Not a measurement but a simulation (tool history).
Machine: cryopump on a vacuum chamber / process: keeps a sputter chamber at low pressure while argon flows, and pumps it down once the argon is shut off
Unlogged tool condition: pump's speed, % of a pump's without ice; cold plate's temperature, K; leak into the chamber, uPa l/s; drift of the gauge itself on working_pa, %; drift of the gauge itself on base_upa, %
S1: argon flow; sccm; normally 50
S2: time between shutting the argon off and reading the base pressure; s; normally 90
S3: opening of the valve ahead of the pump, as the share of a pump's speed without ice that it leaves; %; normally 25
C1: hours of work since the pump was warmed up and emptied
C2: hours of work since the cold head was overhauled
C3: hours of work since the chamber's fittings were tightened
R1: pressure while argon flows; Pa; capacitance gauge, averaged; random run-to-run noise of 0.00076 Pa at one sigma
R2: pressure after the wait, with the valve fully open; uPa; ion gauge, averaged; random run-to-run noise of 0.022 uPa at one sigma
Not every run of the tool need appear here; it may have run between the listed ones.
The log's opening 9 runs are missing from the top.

| run | hour | S1 | S2 | S3 | C1 | C2 | C3 | R1 | R2 |
|---|---|---|---|---|---|---|---|---|---|
| 10 | 499.6 | 30 | 90 | 25 | 758 | 758 | 707 | 0.0907 | 1.33 |
| 11 | 529.3 | 30 | 90 | 25 | 778 | 778 | 728 | 0.0902 | 1.29 |
| 12 | 576.4 | 50 | 90 | 25 | 811 | 811 | 761 | 0.1516 | 1.39 |
| 13 | 619.3 | 50 | 90 | 25 | 842 | 842 | 791 | 0.1542 | 1.47 |
| 14 | 654.8 | 30 | 90 | 25 | 866 | 866 | 816 | 0.0915 | 1.46 |
| 15 | 711.9 | 50 | 90 | 25 | 906 | 906 | 856 | 0.1529 | 1.54 |
| 16 | 763 | 50 | 90 | 25 | 942 | 942 | 892 | 0.1546 | 1.52 |
| 17 | 831.3 | 50 | 90 | 25 | 990 | 990 | 939 | 0.1545 | 1.69 |
| 18 | 893 | 50 | 35 | 52 | 1033 | 1033 | 983 | 0.0824 | 2.35 |
| 19 | 954.3 | 90 | 69 | 52 | 1076 | 1076 | 1026 | 0.1496 | 1.94 |
| 20 | 987.8 | 90 | 69 | 52 | 1100 | 1100 | 1049 | 0.1496 | 1.94 |
| 21 | 1037.4 | 94 | 90 | 24 | 1134 | 1134 | 1084 | 0.3053 | 1.82 |
| 22 | 1078.4 | 94 | 90 | 24 | 1163 | 1163 | 1113 | 0.3063 | 1.93 |
|  | 1096.5 | pump warmed up, emptied and cooled again |
| 23 | 1148.4 | 66 | 90 | 25 | 36 | 1209 | 1158 | 0.1872 | 1.46 |
| 24 | 1210.7 | 40 | 90 | 24 | 80 | 1252 | 1202 | 0.1192 | 1.54 |
| 25 | 1258 | 40 | 79 | 47 | 113 | 1286 | 1235 | 0.0614 | 1.69 |
| 26 | 1294.7 | 50 | 236 | 58 | 139 | 1311 | 1261 | 0.0638 | 1.37 |
| 27 | 1349.4 | 27 | 90 | 45 | 177 | 1350 | 1299 | 0.0454 | 1.72 |
| 28 | 1404.1 | 78 | 39 | 49 | 216 | 1388 | 1337 | 0.118 | 2.33 |
| 29 | 1436 | 78 | 39 | 49 | 238 | 1410 | 1360 | 0.1182 | 2.3 |
| 30 | 1480.9 | 28 | 90 | 21 | 269 | 1442 | 1391 | 0.0974 | 1.85 |
| 31 | 1544.2 | 33 | 58 | 40 | 314 | 1486 | 1435 | 0.062 | 2.13 |
|  | 1564.3 | leaking fittings of the chamber tightened, without venting |
| 32 | 1581 | 76 | 90 | 37 | 338 | 1510 | 12 | 0.1519 | 0.56 |
| 33 | 1614.3 | 30 | 49 | 27 | 361 | 1534 | 35 | 0.0817 | 0.94 |

Each row is a separate what-if for the run after 33, all from the same tool condition, not one after another. Results?
| A | 1642.9 | 41 | 82 | 17 | 381 | 1554 | 55 | ? | ? |
| B | 1642.9 | 30 | 49 | 23 | 381 | 1554 | 55 | ? | ? |
| C | 1642.9 | 33 | 23 | 30 | 381 | 1554 | 55 | ? | ? |
| D | 1642.9 | 28 | 78 | 17 | 381 | 1554 | 55 | ? | ? |

| run | R1 | R2 |
|---|---|---|
| A | 0.1738 | 0.68 |
| B | 0.0962 | 0.99 |
| C | 0.0807 | 1.81 |
| D | 0.1193 | 0.64 |
With the hidden condition removed and each run's random variation left untouched, the same runs would have given:
| run | R1 | R2 |
|---|---|---|
| A | 0.17 | 0.59 |
| B | 0.0934 | 0.9 |
| C | 0.0776 | 1.73 |
| D | 0.1166 | 0.55 |
